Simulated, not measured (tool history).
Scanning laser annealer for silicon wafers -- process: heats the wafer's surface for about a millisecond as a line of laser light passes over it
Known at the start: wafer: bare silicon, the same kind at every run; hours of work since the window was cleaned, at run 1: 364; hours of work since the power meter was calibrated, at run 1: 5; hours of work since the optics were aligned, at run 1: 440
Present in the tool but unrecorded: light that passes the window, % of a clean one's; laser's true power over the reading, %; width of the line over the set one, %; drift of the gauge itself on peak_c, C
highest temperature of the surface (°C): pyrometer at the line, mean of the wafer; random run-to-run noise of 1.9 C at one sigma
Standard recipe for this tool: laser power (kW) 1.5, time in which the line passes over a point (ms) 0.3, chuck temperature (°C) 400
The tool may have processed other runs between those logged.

run	hour	laser power (kW)	time in which the line passes over a point (ms)	chuck temperature (°C)	hours of work since the window was cleaned	hours of work since the power meter was calibrated	hours of work since the optics were aligned	highest temperature of the surface (°C)
1	0	1.5	0.3	400	364	5	440	1081
2	11.7	1.5	0.3	400	372	13	448	1082
3	28	1.516	0.3	400	384	24	459	1089
4	42.5	1.516	0.3	400	394	34	469	1087
5	58.1	1.516	0.3	400	404	45	480	1085
6	73.8	1.5	0.3	400	415	56	491	1075
7	87.3	1.5	0.3	400	424	65	500	1079
8	105.5	1.5	0.3	400	437	77	512	1079
9	117.8	1.5	0.3	400	445	86	521	1073
10	126.4	1.5	0.3	376	451	92	527	1051
11	144	1.5	0.3	376	463	104	539	1052
12	161.2	1.5	0.3	376	475	115	551	1049
13	180.9	1.5	0.327	409	488	129	564	1111
14	200.2	1.61	0.262	364	502	142	577	1046
15	214.9	1.61	0.262	364	512	152	587	1042
16	224.8	1.354	0.247	400	519	159	594	948
17	242.3	1.354	0.247	400	531	171	606	944
18	254.2	1.354	0.247	400	539	179	614	944
19	268.7	1.642	0.247	400	549	189	624	1074

5 options for the next run, each taken on its own from the tool as it stands now. Forecast them:
A	281.3	1.5	0.3	384	557	198	633	?
B	281.3	1.498	0.247	400	557	198	633	?
C	281.3	1.504	0.3	400	557	198	633	?
D	281.3	1.375	0.368	381	557	198	633	?
E	281.3	1.527	0.226	395	557	198	633	?

run	highest temperature of the surface (°C)
A	1053
B	1010
C	1072
D	1050
E	989
Stripped of hidden state, with their random variation kept, the same runs would have yielded:
run	highest temperature of the surface (°C)
A	1095
B	1049
C	1114
D	1093
E	1026
